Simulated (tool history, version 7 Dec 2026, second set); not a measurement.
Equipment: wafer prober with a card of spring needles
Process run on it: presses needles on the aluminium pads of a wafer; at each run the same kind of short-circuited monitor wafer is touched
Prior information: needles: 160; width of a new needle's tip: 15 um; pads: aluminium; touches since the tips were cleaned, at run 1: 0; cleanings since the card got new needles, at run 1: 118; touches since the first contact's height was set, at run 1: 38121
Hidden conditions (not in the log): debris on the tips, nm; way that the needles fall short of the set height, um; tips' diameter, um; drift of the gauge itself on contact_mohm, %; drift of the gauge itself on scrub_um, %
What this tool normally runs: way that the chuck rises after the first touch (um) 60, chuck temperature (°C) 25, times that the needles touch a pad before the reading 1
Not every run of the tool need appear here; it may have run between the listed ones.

run     day  way that the chuck rises after the first touch (um)  chuck temperature (°C)  times that the needles touch a pad before the reading  touches since the tips were cleaned  cleanings since the card got new needles  touches since the first contact's height was set  resistance of one needle with its contact and lead (mohm)  way that a needle slides on the pad (um)
  1       0                                                   60                      25                                                      1                                    0                                       118                                             38121                                                        132                                      8.56
      0.162  -- tips cleaned on abrasive film
      0.321  -- tips cleaned on abrasive film
      0.483  -- tips cleaned on abrasive film
      0.612  -- tips cleaned on abrasive film
      0.771  -- tips cleaned on abrasive film
      0.904  -- tips cleaned on abrasive film
      1.062  -- tips cleaned on abrasive film
      1.225  -- tips cleaned on abrasive film
      1.383  -- tips cleaned on abrasive film
  2   1.496                                                   60                      25                                                      1                                 1689                                       127                                             60087                                                        132                                      8.49
      1.533  -- tips cleaned on abrasive film
      1.692  -- tips cleaned on abrasive film
      1.825  -- tips cleaned on abrasive film
      1.983  -- tips cleaned on abrasive film
      2.146  -- tips cleaned on abrasive film
      2.304  -- tips cleaned on abrasive film
      2.467  -- tips cleaned on abrasive film
      2.629  -- tips cleaned on abrasive film
      2.758  -- tips cleaned on abrasive film
  3   2.758                                                   60                      25                                                      1                                    0                                       136                                             78504                                                        131                                      8.41
      2.888  -- tips cleaned on abrasive film
       3.05  -- tips cleaned on abrasive film
      3.179  -- tips cleaned on abrasive film
      3.338  -- tips cleaned on abrasive film
      3.471  -- tips cleaned on abrasive film
      3.629  -- tips cleaned on abrasive film
      3.792  -- tips cleaned on abrasive film
       3.95  -- tips cleaned on abrasive film
      4.112  -- tips cleaned on abrasive film
      4.275  -- tips cleaned on abrasive film
      4.433  -- tips cleaned on abrasive film
      4.567  -- tips cleaned on abrasive film
  4   4.567                                                   60                      25                                                      1                                    0                                       148                                            104958                                                        132                                      8.34
      4.729  -- tips cleaned on abrasive film
      4.867  -- height of the first contact set anew
        4.9  -- tips cleaned on abrasive film
      5.062  -- tips cleaned on abrasive film
      5.221  -- tips cleaned on abrasive film
       5.35  -- tips cleaned on abrasive film
      5.512  -- tips cleaned on abrasive film
      5.642  -- tips cleaned on abrasive film
      5.804  -- tips cleaned on abrasive film
  5   5.804                                                   60                      25                                                      1                                   10                                       156                                             13685                                                        127                                      8.44
      5.933  -- tips cleaned on abrasive film
      6.092  -- tips cleaned on abrasive film
      6.225  -- tips cleaned on abrasive film
      6.383  -- tips cleaned on abrasive film
      6.546  -- tips cleaned on abrasive film
      6.704  -- tips cleaned on abrasive film
      6.867  -- tips cleaned on abrasive film
      6.996  -- tips cleaned on abrasive film
      7.158  -- tips cleaned on abrasive film
      7.288  -- tips cleaned on abrasive film
  6   7.346                                                   60                      25                                                      1                                  875                                       166                                             36246                                                        132                                      8.41
      7.442  -- tips cleaned on abrasive film
      7.571  -- tips cleaned on abrasive film
      7.733  -- tips cleaned on abrasive film
      7.862  -- tips cleaned on abrasive film
      8.025  -- tips cleaned on abrasive film
      8.154  -- tips cleaned on abrasive film
      8.312  -- tips cleaned on abrasive film
      8.442  -- tips cleaned on abrasive film
      8.604  -- tips cleaned on abrasive film
      8.733  -- tips cleaned on abrasive film
      8.896  -- tips cleaned on abrasive film
      9.054  -- tips cleaned on abrasive film
      9.217  -- tips cleaned on abrasive film
      9.346  -- tips cleaned on abrasive film
      9.508  -- tips cleaned on abrasive film
  7   9.542                                                   60                      25                                                      1                                  510                                       181                                             68350                                                        131                                      8.48
      9.638  -- tips cleaned on abrasive film
        9.8  -- tips cleaned on abrasive film
      9.962  -- tips cleaned on abrasive film
     10.121  -- tips cleaned on abrasive film
     10.283  -- tips cleaned on abrasive film
     10.783  -- card fitted with new needles
     10.942  -- tips cleaned on abrasive film
     11.104  -- tips cleaned on abrasive film
  8  11.179                                                   60                      25                                                      1                                 1107                                         2                                              5823                                                        133                                      8.37
     11.246  -- tips cleaned on abrasive film
     11.404  -- tips cleaned on abrasive film
     11.567  -- tips cleaned on abrasive film
     11.725  -- tips cleaned on abrasive film
     11.888  -- tips cleaned on abrasive film
      12.05  -- tips cleaned on abrasive film
     12.179  -- tips cleaned on abrasive film
     12.338  -- tips cleaned on abrasive film
       12.5  -- tips cleaned on abrasive film
  9    12.6                                                   60                      25                                                      1                                 1481                                        11                                             26635                                                        131                                      8.46
     12.633  -- tips cleaned on abrasive film
     12.796  -- tips cleaned on abrasive film
     12.954  -- tips cleaned on abrasive film
     13.083  -- tips cleaned on abrasive film
     13.246  -- tips cleaned on abrasive film
     13.408  -- tips cleaned on abrasive film
     13.567  -- tips cleaned on abrasive film
     13.729  -- tips cleaned on abrasive film
 10  13.767                                                   80                      96                                                      2                                  563                                        19                                             43705                                                        140                                     11.21
     13.862  -- tips cleaned on abrasive film
     14.025  -- tips cleaned on abrasive film
     14.188  -- tips cleaned on abrasive film
     14.317  -- tips cleaned on abrasive film
     14.475  -- tips cleaned on abrasive film
     14.604  -- tips cleaned on abrasive film
     14.767  -- tips cleaned on abrasive film
     14.929  -- tips cleaned on abrasive film
     15.058  -- tips cleaned on abrasive film
     15.217  -- tips cleaned on abrasive film
     15.379  -- tips cleaned on abrasive film
 11  15.433                                                   48                     120                                                      1                                  837                                        30                                             68124                                                        149                                      6.69
     15.533  -- tips cleaned on abrasive film
     15.692  -- tips cleaned on abrasive film
     15.854  -- tips cleaned on abrasive film
     15.983  -- tips cleaned on abrasive film
     16.112  -- tips cleaned on abrasive film
     16.275  -- tips cleaned on abrasive film
     16.433  -- tips cleaned on abrasive film
     16.596  -- tips cleaned on abrasive film
     16.758  -- tips cleaned on abrasive film
     16.917  -- tips cleaned on abrasive film
     17.046  -- tips cleaned on abrasive film
 12  17.054                                                   44                      39                                                      3                                  105                                        41                                             91807                                                        138                                      6.16
     17.183  -- tips cleaned on abrasive film
     17.346  -- tips cleaned on abrasive film
     17.475  -- tips cleaned on abrasive film
     17.633  -- tips cleaned on abrasive film
     17.767  -- tips cleaned on abrasive film
     17.925  -- tips cleaned on abrasive film
     18.088  -- tips cleaned on abrasive film
     18.217  -- tips cleaned on abrasive film
     18.258  -- height of the first contact set anew
     18.388  -- tips cleaned on abrasive film
 13    18.5                                                   44                      39                                                      3                                 1664                                        50                                              3551                                                        139                                      6.17
     18.533  -- tips cleaned on abrasive film
     18.696  -- tips cleaned on abrasive film
     18.858  -- tips cleaned on abrasive film
     19.017  -- tips cleaned on abrasive film
     19.179  -- tips cleaned on abrasive film
     19.338  -- tips cleaned on abrasive film
       19.5  -- tips cleaned on abrasive film
     19.662  -- tips cleaned on abrasive film
     19.821  -- tips cleaned on abrasive film
 14  19.938                                                   73                     106                                                      2                                 1765                                        59                                             24650                                                        139                                     10.26
     19.975  -- tips cleaned on abrasive film
     20.138  -- tips cleaned on abrasive film
     20.267  -- tips cleaned on abrasive film
     20.425  -- tips cleaned on abrasive film
     20.588  -- tips cleaned on abrasive film
     20.746  -- tips cleaned on abrasive film
     20.908  -- tips cleaned on abrasive film
     21.071  -- tips cleaned on abrasive film
 15  21.108                                                   73                     106                                                      2                                  558                                        67                                             41714                                                        144                                     10.18
     21.204  -- tips cleaned on abrasive film
     21.333  -- tips cleaned on abrasive film
     21.496  -- tips cleaned on abrasive film
     21.625  -- tips cleaned on abrasive film
     21.783  -- tips cleaned on abrasive film
     21.946  -- tips cleaned on abrasive film
     22.108  -- tips cleaned on abrasive film
     22.267  -- tips cleaned on abrasive film
     22.429  -- tips cleaned on abrasive film
     22.588  -- tips cleaned on abrasive film
      22.75  -- tips cleaned on abrasive film
 16  22.842                                                   73                     106                                                      2                                 1388                                        78                                             67147                                                        143                                     10.18
     22.908  -- tips cleaned on abrasive film
     23.038  -- tips cleaned on abrasive film
       23.2  -- tips cleaned on abrasive film
     23.329  -- tips cleaned on abrasive film
     23.492  -- tips cleaned on abrasive film
      23.65  -- tips cleaned on abrasive film
     23.812  -- tips cleaned on abrasive film
     23.971  -- tips cleaned on abrasive film
 17  24.033                                                   61                      53                                                      2                                  918                                        86                                             84570                                                        135                                      8.61
     24.133  -- tips cleaned on abrasive film
     24.292  -- tips cleaned on abrasive film
     24.454  -- tips cleaned on abrasive film
     24.612  -- tips cleaned on abrasive film
     24.775  -- tips cleaned on abrasive film
     24.938  -- tips cleaned on abrasive film
     25.096  -- tips cleaned on abrasive film
     25.258  -- tips cleaned on abrasive film
     25.417  -- tips cleaned on abrasive film
      25.55  -- tips cleaned on abrasive film
     25.708  -- tips cleaned on abrasive film
     25.721  -- height of the first contact set anew
      25.85  -- tips cleaned on abrasive film
 18  25.942                                                   61                      53                                                      2                                 1346                                        98                                              3233                                                        133                                      8.44

Here are 4 independent what-if runs from the current tool condition. What would each one return?
     26.008  -- tips cleaned on abrasive film
     26.167  -- tips cleaned on abrasive film
     26.296  -- tips cleaned on abrasive film
     26.458  -- tips cleaned on abrasive film
     26.588  -- tips cleaned on abrasive film
      26.75  -- tips cleaned on abrasive film
     26.879  -- tips cleaned on abrasive film
     27.029  -- tips cleaned on abrasive film
  A  27.029                                                   72                      60                                                      2                                    0                                       106                                             19120                                                          ?                                         ?
     26.008  -- tips cleaned on abrasive film
     26.167  -- tips cleaned on abrasive film
     26.296  -- tips cleaned on abrasive film
     26.458  -- tips cleaned on abrasive film
     26.588  -- tips cleaned on abrasive film
      26.75  -- tips cleaned on abrasive film
     26.879  -- tips cleaned on abrasive film
     27.029  -- tips cleaned on abrasive film
  B  27.029                                                   72                      25                                                      1                                    0                                       106                                             19120                                                          ?                                         ?
     26.008  -- tips cleaned on abrasive film
     26.167  -- tips cleaned on abrasive film
     26.296  -- tips cleaned on abrasive film
     26.458  -- tips cleaned on abrasive film
     26.588  -- tips cleaned on abrasive film
      26.75  -- tips cleaned on abrasive film
     26.879  -- tips cleaned on abrasive film
     27.029  -- tips cleaned on abrasive film
  C  27.029                                                   47                      53                                                      2                                    0                                       106                                             19120                                                          ?                                         ?
     26.008  -- tips cleaned on abrasive film
     26.167  -- tips cleaned on abrasive film
     26.296  -- tips cleaned on abrasive film
     26.458  -- tips cleaned on abrasive film
     26.588  -- tips cleaned on abrasive film
      26.75  -- tips cleaned on abrasive film
     26.879  -- tips cleaned on abrasive film
     27.029  -- tips cleaned on abrasive film
  D  27.029                                                   61                      53                                                      3                                    0                                       106                                             19120                                                          ?                                         ?

run  resistance of one needle with its contact and lead (mohm)  way that a needle slides on the pad (um)
  A                                                        133                                        10
  B                                                        131                                     10.02
  C                                                        140                                      6.52
  D                                                        136                                      8.54
Without the tool's hidden state the same runs would have given:
run  resistance of one needle with its contact and lead (mohm)  way that a needle slides on the pad (um)
  A                                                        133                                     10.19
  B                                                        131                                     10.21
  C                                                        140                                      6.64
  D                                                        136                                       8.7
